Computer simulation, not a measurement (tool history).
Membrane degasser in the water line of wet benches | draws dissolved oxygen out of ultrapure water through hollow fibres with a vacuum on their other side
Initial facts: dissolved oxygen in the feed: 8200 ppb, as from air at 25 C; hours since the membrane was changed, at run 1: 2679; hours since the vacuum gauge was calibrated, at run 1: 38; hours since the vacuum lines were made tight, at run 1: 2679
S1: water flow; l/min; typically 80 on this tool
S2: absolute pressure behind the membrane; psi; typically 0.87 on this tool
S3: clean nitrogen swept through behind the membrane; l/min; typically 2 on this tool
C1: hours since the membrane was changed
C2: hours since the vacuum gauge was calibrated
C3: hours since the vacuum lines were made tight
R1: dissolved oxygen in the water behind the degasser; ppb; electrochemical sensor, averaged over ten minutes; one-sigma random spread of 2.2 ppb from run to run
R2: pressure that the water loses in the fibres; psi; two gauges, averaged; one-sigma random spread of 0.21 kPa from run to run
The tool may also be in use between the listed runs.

run 1 hour=0 | S1=80 S2=0.87 S3=2 | C1=2679 C2=38 C3=2679 | R1=233.5 R2=7.314
run 2 hour=69 | S1=80 S2=0.87 S3=2 | C1=2748 C2=107 C3=2748 | R1=232.3 R2=7.308
run 3 hour=123.7 | S1=80 S2=1.034 S3=2 | C1=2803 C2=161 C3=2803 | R1=316.4 R2=7.349
run 4 hour=184.5 | S1=80 S2=0.87 S3=2 | C1=2863 C2=222 C3=2863 | R1=230.4 R2=7.322
run 5 hour=214.3 | S1=80 S2=0.586 S3=2 | C1=2893 C2=252 C3=2893 | R1=78.4 R2=7.342
run 6 hour=276.4 | S1=80 S2=0.586 S3=2 | C1=2955 C2=314 C3=2955 | R1=77.1 R2=7.304
run 7 hour=335.2 | S1=80 S2=0.586 S3=2 | C1=3014 C2=373 C3=3014 | R1=78.5 R2=7.349
run 8 hour=393.7 | S1=80 S2=0.586 S3=2 | C1=3073 C2=431 C3=3073 | R1=76.5 R2=7.277
run 9 hour=446 | S1=80 S2=0.586 S3=2 | C1=3125 C2=484 C3=3125 | R1=77.8 R2=7.355
run 10 hour=517.3 | S1=80 S2=0.87 S3=3.88 | C1=3196 C2=555 C3=3196 | R1=136.3 R2=7.349
run 11 hour=562.8 | S1=65 S2=0.937 S3=2 | C1=3242 C2=600 C3=3242 | R1=222.4 R2=5.973
run 12 hour=624.3 | S1=77 S2=0.679 S3=4.16 | C1=3303 C2=662 C3=3303 | R1=69 R2=7.062

Expected results for the next run?
run 13 hour=667.2 | S1=79 S2=0.806 S3=5.3 | C1=3346 C2=705 C3=3346 | R1=? R2=?

{"run 13": {"R1": 90.5, "R2": 7.217}}
Take away the tool's hidden state, keep the run-to-run variation as it was, and the same run would have given R1 90.5 ppb, R2 7.216 psi.
